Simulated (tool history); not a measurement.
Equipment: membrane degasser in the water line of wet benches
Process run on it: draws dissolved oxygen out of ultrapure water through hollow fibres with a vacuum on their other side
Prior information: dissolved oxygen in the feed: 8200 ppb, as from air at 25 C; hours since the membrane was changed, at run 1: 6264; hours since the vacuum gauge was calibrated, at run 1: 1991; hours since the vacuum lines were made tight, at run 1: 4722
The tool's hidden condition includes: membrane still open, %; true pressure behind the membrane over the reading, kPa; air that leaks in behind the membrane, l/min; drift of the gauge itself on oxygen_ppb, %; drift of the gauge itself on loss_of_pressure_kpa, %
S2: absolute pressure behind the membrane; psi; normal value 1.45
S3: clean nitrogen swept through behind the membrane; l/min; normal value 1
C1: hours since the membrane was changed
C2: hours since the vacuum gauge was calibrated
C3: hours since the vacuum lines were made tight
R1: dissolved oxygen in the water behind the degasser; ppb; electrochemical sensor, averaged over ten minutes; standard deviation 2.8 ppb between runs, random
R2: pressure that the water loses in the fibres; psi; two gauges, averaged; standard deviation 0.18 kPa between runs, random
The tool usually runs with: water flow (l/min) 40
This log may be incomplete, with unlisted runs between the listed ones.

{"run": 1, "hour": 0.0, "water flow (l/min)": 40, "S2": 1.45, "S3": 1, "C1": 6264, "C2": 1991, "C3": 4722, "R1": 558.6, "R2": 5.1}
{"run": 2, "hour": 180.8, "water flow (l/min)": 40, "S2": 1.45, "S3": 1, "C1": 6445, "C2": 2172, "C3": 4903, "R1": 555.7, "R2": 5.16}
{"run": 3, "hour": 448.8, "water flow (l/min)": 40, "S2": 1.45, "S3": 2.97, "C1": 6713, "C2": 2440, "C3": 5171, "R1": 248, "R2": 5.111}
{"run": 4, "hour": 595.8, "water flow (l/min)": 40, "S2": 1.45, "S3": 2.97, "C1": 6860, "C2": 2587, "C3": 5318, "R1": 247.4, "R2": 5.153}
{"run": 5, "hour": 898.0, "water flow (l/min)": 40, "S2": 1.45, "S3": 1.2, "C1": 7162, "C2": 2889, "C3": 5620, "R1": 490.8, "R2": 5.153}
{"run": 6, "hour": 1191.8, "water flow (l/min)": 40, "S2": 1.45, "S3": 1.2, "C1": 7456, "C2": 3183, "C3": 5914, "R1": 493.5, "R2": 5.159}
{"run": 7, "hour": 1381.7, "water flow (l/min)": 40, "S2": 1.45, "S3": 1.2, "C1": 7646, "C2": 3373, "C3": 6104, "R1": 497.7, "R2": 5.175}
{"run": 8, "hour": 1683.4, "water flow (l/min)": 40, "S2": 1.45, "S3": 1.2, "C1": 7947, "C2": 3674, "C3": 6406, "R1": 497.2, "R2": 5.181}
{"run": 9, "hour": 1988.2, "water flow (l/min)": 40, "S2": 1.7, "S3": 1.2, "C1": 8252, "C2": 3979, "C3": 6711, "R1": 611.3, "R2": 5.259}
{"run": 10, "hour": 2142.4, "water flow (l/min)": 40, "S2": 1.7, "S3": 1.2, "C1": 8406, "C2": 4133, "C3": 6865, "R1": 607.3, "R2": 5.173}
{"run": 11, "hour": 2449.7, "water flow (l/min)": 40, "S2": 1.7, "S3": 1.2, "C1": 8714, "C2": 4441, "C3": 7172, "R1": 607.9, "R2": 5.216}
{"run": 12, "hour": 2627.4, "water flow (l/min)": 30, "S2": 1.7, "S3": 1.2, "C1": 8891, "C2": 4618, "C3": 7350, "R1": 470.3, "R2": 3.909}
{"hour": 2695.1, "done": "vacuum gauge calibrated"}
{"run": 13, "hour": 2923.3, "water flow (l/min)": 30, "S2": 1.7, "S3": 1.2, "C1": 9187, "C2": 228, "C3": 7645, "R1": 462.1, "R2": 3.919}
{"run": 14, "hour": 3116.9, "water flow (l/min)": 40, "S2": 1.45, "S3": 0.42, "C1": 9380, "C2": 422, "C3": 7839, "R1": 969.1, "R2": 5.223}
{"run": 15, "hour": 3423.5, "water flow (l/min)": 40, "S2": 1.45, "S3": 0.62, "C1": 9687, "C2": 728, "C3": 8145, "R1": 768.9, "R2": 5.259}
{"run": 16, "hour": 3609.8, "water flow (l/min)": 54, "S2": 1.45, "S3": 1.02, "C1": 9873, "C2": 915, "C3": 8332, "R1": 728.6, "R2": 7.121}
{"run": 17, "hour": 3842.2, "water flow (l/min)": 40, "S2": 1.45, "S3": 2.86, "C1": 10106, "C2": 1147, "C3": 8564, "R1": 261.4, "R2": 5.29}
{"run": 18, "hour": 4027.1, "water flow (l/min)": 43, "S2": 1.7, "S3": 1.7, "C1": 10291, "C2": 1332, "C3": 8749, "R1": 501.3, "R2": 5.67}
{"run": 19, "hour": 4276.4, "water flow (l/min)": 53, "S2": 1.45, "S3": 1, "C1": 10540, "C2": 1581, "C3": 8998, "R1": 734.9, "R2": 6.986}
{"run": 20, "hour": 4440.9, "water flow (l/min)": 64, "S2": 3.03, "S3": 0.47, "C1": 10704, "C2": 1746, "C3": 9163, "R1": 2695, "R2": 8.434}
{"run": 21, "hour": 4618.4, "water flow (l/min)": 64, "S2": 3.44, "S3": 0.47, "C1": 10882, "C2": 1923, "C3": 9340, "R1": 2994.1, "R2": 8.459}
{"run": 22, "hour": 4776.7, "water flow (l/min)": 39, "S2": 0.94, "S3": 1.84, "C1": 11040, "C2": 2082, "C3": 9499, "R1": 199.4, "R2": 5.163}
{"run": 23, "hour": 5040.0, "water flow (l/min)": 29, "S2": 1.45, "S3": 1, "C1": 11303, "C2": 2345, "C3": 9762, "R1": 428.2, "R2": 3.852}
{"run": 24, "hour": 5199.8, "water flow (l/min)": 44, "S2": 1.68, "S3": 2.54, "C1": 11463, "C2": 2505, "C3": 9922, "R1": 381.3, "R2": 5.817}
{"run": 25, "hour": 5514.8, "water flow (l/min)": 54, "S2": 2.07, "S3": 1.59, "C1": 11778, "C2": 2820, "C3": 10237, "R1": 830.6, "R2": 7.175}
{"hour": 5720.6, "done": "seals of the vacuum lines changed"}
{"run": 26, "hour": 5825.5, "water flow (l/min)": 54, "S2": 2.07, "S3": 1.59, "C1": 12087, "C2": 3128, "C3": 105, "R1": 838.7, "R2": 7.187}
{"run": 27, "hour": 6119.4, "water flow (l/min)": 27, "S2": 2.2, "S3": 1.81, "C1": 12381, "C2": 3422, "C3": 399, "R1": 416.5, "R2": 3.617}

Consider 4 possible next runs. They are alternatives, not a sequence: every one starts from the tool as it was left by run 27. What does each give?
{"run": "A", "hour": 6304.9, "water flow (l/min)": 48, "S2": 1.45, "S3": 0.65, "C1": 12566, "C2": 3608, "C3": 584, "R1": "?", "R2": "?"}
{"run": "B", "hour": 6304.9, "water flow (l/min)": 40, "S2": 1.23, "S3": 2.67, "C1": 12566, "C2": 3608, "C3": 584, "R1": "?", "R2": "?"}
{"run": "C", "hour": 6304.9, "water flow (l/min)": 25, "S2": 1.73, "S3": 1.61, "C1": 12566, "C2": 3608, "C3": 584, "R1": "?", "R2": "?"}
{"run": "D", "hour": 6304.9, "water flow (l/min)": 49, "S2": 3.29, "S3": 0.86, "C1": 12566, "C2": 3608, "C3": 584, "R1": "?", "R2": "?"}

run=A R1=896.7 R2=6.398
run=B R1=232.5 R2=5.333
run=C R1=314.1 R2=3.349
run=D R1=1788.6 R2=6.559
With no hidden state in the tool, these same runs would have given:
run=A R1=851 R2=5.889
run=B R1=208.8 R2=4.908
run=C R1=302.9 R2=3.085
run=D R1=1754.7 R2=6.038

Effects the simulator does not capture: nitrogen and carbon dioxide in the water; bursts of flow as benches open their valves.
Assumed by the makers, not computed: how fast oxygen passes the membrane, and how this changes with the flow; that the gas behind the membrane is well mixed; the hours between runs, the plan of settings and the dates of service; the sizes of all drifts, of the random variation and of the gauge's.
